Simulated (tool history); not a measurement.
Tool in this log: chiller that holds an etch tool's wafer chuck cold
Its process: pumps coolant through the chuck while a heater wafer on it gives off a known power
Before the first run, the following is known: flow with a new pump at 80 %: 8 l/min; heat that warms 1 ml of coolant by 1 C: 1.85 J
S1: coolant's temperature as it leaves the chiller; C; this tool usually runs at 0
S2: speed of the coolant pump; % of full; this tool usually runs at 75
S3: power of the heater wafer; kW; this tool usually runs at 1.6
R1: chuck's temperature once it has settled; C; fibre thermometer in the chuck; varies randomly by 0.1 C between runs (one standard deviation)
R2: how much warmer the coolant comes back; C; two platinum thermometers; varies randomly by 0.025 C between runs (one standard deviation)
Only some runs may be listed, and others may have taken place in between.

run	hour	S1	S2	S3	R1	R2
1	0	0	75	1.6	18	6.93
2	146.4	0	75	1.6	17.9	7
3	244	0	75	1.6	18.1	6.98
4	331.3	0	75	1.952	22	8.52
5	469.3	0	75	1.6	18	6.96
6	579.5	-6	75	1.6	12	6.96
7	672.8	-6	75	0.992	5.2	4.36
8	748.2	-6	75	0.992	5.1	4.31
9	840.3	1	75	1.6	19	6.99
10	998.7	-3	75	1.6	14.8	7.01
11	1136.7	0	75	1.358	15.3	5.95
12	1276.1	0	75	1.6	17.9	6.98
# hour 1314.3: chiller's thermometer calibrated
13	1358.8	-1	72	1.263	13.9	5.82
14	1478.2	-8	80	1.665	9.8	6.75
15	1649	-8	70	1.562	10.8	7.45
16	1803.3	0	81	2.308	24.2	9.33
17	1911.1	-2	72	1.107	11	5.1
18	2011.8	9	83	2.367	33.2	9.27
19	2111.2	-10	75	1.937	11.6	8.5
20	2272.6	-10	75	1.937	11.8	8.49
21	2389.6	-4	75	2.216	20.9	9.7
22	2516	-5	75	1.983	17.3	8.7
23	2652.9	-5	75	1.983	17.1	8.69

5 options for the next run, each taken on its own from the tool as it stands now. Forecast them:
A	2728.7	1	75	1.406	?	?
B	2728.7	-3	75	1.6	?	?
C	2728.7	10	87	1.6	?	?
D	2728.7	-6	75	1.983	?	?
E	2728.7	-5	72	1.983	?	?

run	R1	R2
A	16.8	6.21
B	15	7.11
C	25.7	5.99
D	16.3	8.7
E	18.1	9.15
Without the tool's unlogged condition, the same runs would have read:
run	R1	R2
A	16.8	6.11
B	15	7
C	25.7	5.89
D	16.3	8.6
E	18.1	9.04
